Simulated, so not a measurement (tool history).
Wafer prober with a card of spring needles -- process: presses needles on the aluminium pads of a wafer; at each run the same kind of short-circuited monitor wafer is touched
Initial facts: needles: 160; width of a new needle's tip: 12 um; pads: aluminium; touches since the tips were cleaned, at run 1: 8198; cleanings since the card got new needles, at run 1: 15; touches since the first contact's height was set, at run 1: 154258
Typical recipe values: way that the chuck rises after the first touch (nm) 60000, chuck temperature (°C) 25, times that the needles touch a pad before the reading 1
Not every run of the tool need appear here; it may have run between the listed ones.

run	hour	way that the chuck rises after the first touch (nm)	chuck temperature (°C)	times that the needles touch a pad before the reading	touches since the tips were cleaned	cleanings since the card got new needles	touches since the first contact's height was set	resistance of one needle with its contact and lead (mohm)	way that a needle slides on the pad (nm)
1	0	60000	25	1	8198	15	154258	214	10200
# hour 3.2: tips cleaned on abrasive film
# hour 20.7: tips cleaned on abrasive film
2	33.8	60000	70	1	6920	17	172067	215	10150
# hour 37.5: tips cleaned on abrasive film
# hour 41.3: height of the first contact set anew
# hour 54.5: tips cleaned on abrasive film
3	63.8	60000	70	1	4951	19	11907	193	10470
# hour 73.3: tips cleaned on abrasive film
4	88.3	68000	25	1	7991	20	24858	190	11830
# hour 90.9: tips cleaned on abrasive film
5	106.5	60000	25	1	8246	21	34434	213	10470
# hour 109.2: tips cleaned on abrasive film
# hour 126.2: tips cleaned on abrasive film
6	130.3	60000	25	3	2222	23	46979	125	10440

Run 7 is up next; what results do you expect?
# hour 144.6: tips cleaned on abrasive film
7	149.8	60000	25	3	2790	24	57254	?	?

resistance of one needle with its contact and lead (mohm): 130
way that a needle slides on the pad (nm): 10360
If the tool had no hidden condition, the same run with the same run-to-run variation would have returned resistance of one needle with its contact and lead (mohm) 106, way that a needle slides on the pad (nm) 10480.

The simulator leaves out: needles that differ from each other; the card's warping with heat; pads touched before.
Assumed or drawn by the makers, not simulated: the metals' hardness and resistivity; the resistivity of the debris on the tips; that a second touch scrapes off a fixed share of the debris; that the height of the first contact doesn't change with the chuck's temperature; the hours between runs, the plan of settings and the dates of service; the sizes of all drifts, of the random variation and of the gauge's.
